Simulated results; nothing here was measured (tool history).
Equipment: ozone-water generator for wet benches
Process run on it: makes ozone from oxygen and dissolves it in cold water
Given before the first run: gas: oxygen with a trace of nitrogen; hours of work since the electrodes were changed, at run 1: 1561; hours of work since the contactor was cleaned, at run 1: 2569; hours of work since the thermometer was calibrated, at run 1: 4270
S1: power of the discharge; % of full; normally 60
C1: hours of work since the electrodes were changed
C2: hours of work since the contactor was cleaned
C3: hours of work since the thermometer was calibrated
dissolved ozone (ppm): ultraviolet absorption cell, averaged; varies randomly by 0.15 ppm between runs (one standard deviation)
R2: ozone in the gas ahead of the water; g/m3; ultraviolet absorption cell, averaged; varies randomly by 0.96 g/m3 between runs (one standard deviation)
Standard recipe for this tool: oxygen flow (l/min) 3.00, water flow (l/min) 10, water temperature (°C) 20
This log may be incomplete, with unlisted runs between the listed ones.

{"run": 1, "day": 0.0, "S1": 60, "oxygen flow (l/min)": 3.0, "water flow (l/min)": 10, "water temperature (°C)": 20, "C1": 1561, "C2": 2569, "C3": 4270, "dissolved ozone (ppm)": 17.7, "R2": 163.0}
{"run": 2, "day": 1.438, "S1": 60, "oxygen flow (l/min)": 3.0, "water flow (l/min)": 10, "water temperature (°C)": 20, "C1": 1589, "C2": 2597, "C3": 4298, "dissolved ozone (ppm)": 17.7, "R2": 162.7}
{"run": 3, "day": 2.354, "S1": 60, "oxygen flow (l/min)": 3.0, "water flow (l/min)": 10, "water temperature (°C)": 20, "C1": 1607, "C2": 2615, "C3": 4316, "dissolved ozone (ppm)": 17.6, "R2": 162.3}
{"run": 4, "day": 4.346, "S1": 60, "oxygen flow (l/min)": 3.0, "water flow (l/min)": 10, "water temperature (°C)": 20, "C1": 1646, "C2": 2653, "C3": 4355, "dissolved ozone (ppm)": 17.6, "R2": 161.9}
{"run": 5, "day": 5.183, "S1": 60, "oxygen flow (l/min)": 3.0, "water flow (l/min)": 10, "water temperature (°C)": 20, "C1": 1662, "C2": 2670, "C3": 4371, "dissolved ozone (ppm)": 17.5, "R2": 161.1}
{"run": 6, "day": 6.808, "S1": 60, "oxygen flow (l/min)": 3.0, "water flow (l/min)": 10, "water temperature (°C)": 20, "C1": 1694, "C2": 2701, "C3": 4403, "dissolved ozone (ppm)": 17.6, "R2": 162.9}
{"run": 7, "day": 8.562, "S1": 60, "oxygen flow (l/min)": 3.0, "water flow (l/min)": 10, "water temperature (°C)": 20, "C1": 1728, "C2": 2735, "C3": 4437, "dissolved ozone (ppm)": 17.7, "R2": 161.5}
{"day": 9.133, "done": "water thermometer calibrated"}
{"run": 8, "day": 9.888, "S1": 60, "oxygen flow (l/min)": 3.0, "water flow (l/min)": 10, "water temperature (°C)": 20, "C1": 1754, "C2": 2761, "C3": 15, "dissolved ozone (ppm)": 17.7, "R2": 161.9}
{"run": 9, "day": 11.45, "S1": 60, "oxygen flow (l/min)": 3.0, "water flow (l/min)": 10, "water temperature (°C)": 20, "C1": 1784, "C2": 2791, "C3": 45, "dissolved ozone (ppm)": 17.9, "R2": 160.5}
{"run": 10, "day": 12.779, "S1": 60, "oxygen flow (l/min)": 3.0, "water flow (l/min)": 10, "water temperature (°C)": 20, "C1": 1810, "C2": 2817, "C3": 71, "dissolved ozone (ppm)": 17.5, "R2": 161.8}
{"run": 11, "day": 14.208, "S1": 60, "oxygen flow (l/min)": 3.0, "water flow (l/min)": 10, "water temperature (°C)": 20, "C1": 1838, "C2": 2845, "C3": 99, "dissolved ozone (ppm)": 17.8, "R2": 159.3}
{"run": 12, "day": 15.708, "S1": 60, "oxygen flow (l/min)": 3.0, "water flow (l/min)": 9, "water temperature (°C)": 20, "C1": 1867, "C2": 2874, "C3": 128, "dissolved ozone (ppm)": 19.1, "R2": 160.8}
{"run": 13, "day": 16.55, "S1": 60, "oxygen flow (l/min)": 3.0, "water flow (l/min)": 9, "water temperature (°C)": 20, "C1": 1883, "C2": 2891, "C3": 144, "dissolved ozone (ppm)": 19.2, "R2": 158.7}
{"run": 14, "day": 18.571, "S1": 60, "oxygen flow (l/min)": 3.0, "water flow (l/min)": 10, "water temperature (°C)": 20, "C1": 1923, "C2": 2930, "C3": 184, "dissolved ozone (ppm)": 17.9, "R2": 161.1}
{"run": 15, "day": 20.4, "S1": 60, "oxygen flow (l/min)": 3.0, "water flow (l/min)": 10, "water temperature (°C)": 20, "C1": 1958, "C2": 2966, "C3": 219, "dissolved ozone (ppm)": 17.6, "R2": 159.0}
{"run": 16, "day": 21.854, "S1": 60, "oxygen flow (l/min)": 3.0, "water flow (l/min)": 10, "water temperature (°C)": 20, "C1": 1987, "C2": 2994, "C3": 248, "dissolved ozone (ppm)": 17.7, "R2": 159.4}
{"run": 17, "day": 22.708, "S1": 60, "oxygen flow (l/min)": 3.0, "water flow (l/min)": 6, "water temperature (°C)": 20, "C1": 2003, "C2": 3011, "C3": 264, "dissolved ozone (ppm)": 24.4, "R2": 159.1}
{"day": 23.117, "done": "gauge calibrated"}
{"run": 18, "day": 24.521, "S1": 99, "oxygen flow (l/min)": 4.73, "water flow (l/min)": 7, "water temperature (°C)": 26, "C1": 2039, "C2": 3046, "C3": 300, "dissolved ozone (ppm)": 25.5, "R2": 182.7}
{"day": 25.042, "done": "contactor cleaned"}
{"run": 19, "day": 26.704, "S1": 99, "oxygen flow (l/min)": 4.73, "water flow (l/min)": 7, "water temperature (°C)": 14, "C1": 2078, "C2": 32, "C3": 339, "dissolved ozone (ppm)": 33.3, "R2": 181.1}
{"run": 20, "day": 28.358, "S1": 99, "oxygen flow (l/min)": 4.73, "water flow (l/min)": 7, "water temperature (°C)": 14, "C1": 2110, "C2": 65, "C3": 371, "dissolved ozone (ppm)": 33.1, "R2": 180.9}
{"run": 21, "day": 29.35, "S1": 99, "oxygen flow (l/min)": 3.72, "water flow (l/min)": 8, "water temperature (°C)": 17, "C1": 2129, "C2": 84, "C3": 391, "dissolved ozone (ppm)": 29.5, "R2": 199.0}
{"run": 22, "day": 31.258, "S1": 56, "oxygen flow (l/min)": 1.86, "water flow (l/min)": 8, "water temperature (°C)": 20, "C1": 2167, "C2": 121, "C3": 428, "dissolved ozone (ppm)": 18.8, "R2": 187.9}
{"run": 23, "day": 32.421, "S1": 56, "oxygen flow (l/min)": 1.86, "water flow (l/min)": 8, "water temperature (°C)": 20, "C1": 2189, "C2": 144, "C3": 450, "dissolved ozone (ppm)": 18.7, "R2": 188.5}
{"run": 24, "day": 33.854, "S1": 55, "oxygen flow (l/min)": 2.55, "water flow (l/min)": 11, "water temperature (°C)": 25, "C1": 2217, "C2": 172, "C3": 478, "dissolved ozone (ppm)": 14.2, "R2": 164.1}
{"run": 25, "day": 35.717, "S1": 55, "oxygen flow (l/min)": 2.55, "water flow (l/min)": 11, "water temperature (°C)": 25, "C1": 2253, "C2": 208, "C3": 515, "dissolved ozone (ppm)": 14.2, "R2": 162.2}
{"run": 26, "day": 37.483, "S1": 55, "oxygen flow (l/min)": 2.55, "water flow (l/min)": 11, "water temperature (°C)": 25, "C1": 2288, "C2": 242, "C3": 549, "dissolved ozone (ppm)": 14.1, "R2": 162.7}
{"run": 27, "day": 38.483, "S1": 55, "oxygen flow (l/min)": 2.55, "water flow (l/min)": 11, "water temperature (°C)": 25, "C1": 2307, "C2": 262, "C3": 568, "dissolved ozone (ppm)": 14.1, "R2": 162.8}
{"run": 28, "day": 39.654, "S1": 55, "oxygen flow (l/min)": 2.55, "water flow (l/min)": 11, "water temperature (°C)": 25, "C1": 2330, "C2": 285, "C3": 591, "dissolved ozone (ppm)": 14.2, "R2": 164.3}
{"day": 40.533, "done": "gauge calibrated"}
{"run": 29, "day": 40.717, "S1": 55, "oxygen flow (l/min)": 2.55, "water flow (l/min)": 11, "water temperature (°C)": 25, "C1": 2351, "C2": 305, "C3": 612, "dissolved ozone (ppm)": 14.2, "R2": 165.6}
{"run": 30, "day": 42.671, "S1": 48, "oxygen flow (l/min)": 1.64, "water flow (l/min)": 11, "water temperature (°C)": 20, "C1": 2389, "C2": 343, "C3": 650, "dissolved ozone (ppm)": 13.0, "R2": 182.0}
{"run": 31, "day": 43.838, "S1": 60, "oxygen flow (l/min)": 3.0, "water flow (l/min)": 14, "water temperature (°C)": 20, "C1": 2412, "C2": 366, "C3": 673, "dissolved ozone (ppm)": 13.7, "R2": 162.5}
{"run": 32, "day": 45.275, "S1": 58, "oxygen flow (l/min)": 3.0, "water flow (l/min)": 6, "water temperature (°C)": 26, "C1": 2440, "C2": 394, "C3": 701, "dissolved ozone (ppm)": 20.9, "R2": 157.6}
{"run": 33, "day": 46.754, "S1": 57, "oxygen flow (l/min)": 1.61, "water flow (l/min)": 9, "water temperature (°C)": 19, "C1": 2468, "C2": 423, "C3": 730, "dissolved ozone (ppm)": 16.9, "R2": 201.0}

3 ways to go on from here, each from the tool as it stands after run 33. What would each give?
{"run": "A", "day": 48.129, "S1": 41, "oxygen flow (l/min)": 3.54, "water flow (l/min)": 10, "water temperature (°C)": 16, "C1": 2495, "C2": 450, "C3": 756, "dissolved ozone (ppm)": "?", "R2": "?"}
{"run": "B", "day": 48.129, "S1": 60, "oxygen flow (l/min)": 3.09, "water flow (l/min)": 8, "water temperature (°C)": 20, "C1": 2495, "C2": 450, "C3": 756, "dissolved ozone (ppm)": "?", "R2": "?"}
{"run": "C", "day": 48.129, "S1": 60, "oxygen flow (l/min)": 3.0, "water flow (l/min)": 6, "water temperature (°C)": 20, "C1": 2495, "C2": 450, "C3": 756, "dissolved ozone (ppm)": "?", "R2": "?"}

run=A dissolved_ozone_(ppm)=15.1 R2=120.3
run=B dissolved_ozone_(ppm)=20.4 R2=159.1
run=C dissolved_ozone_(ppm)=24.4 R2=160.9
Stripped of hidden state, with their random variation kept, the same runs would have yielded:
run=A dissolved_ozone_(ppm)=15.1 R2=121.6
run=B dissolved_ozone_(ppm)=20.5 R2=160.8
run=C dissolved_ozone_(ppm)=24.5 R2=162.7
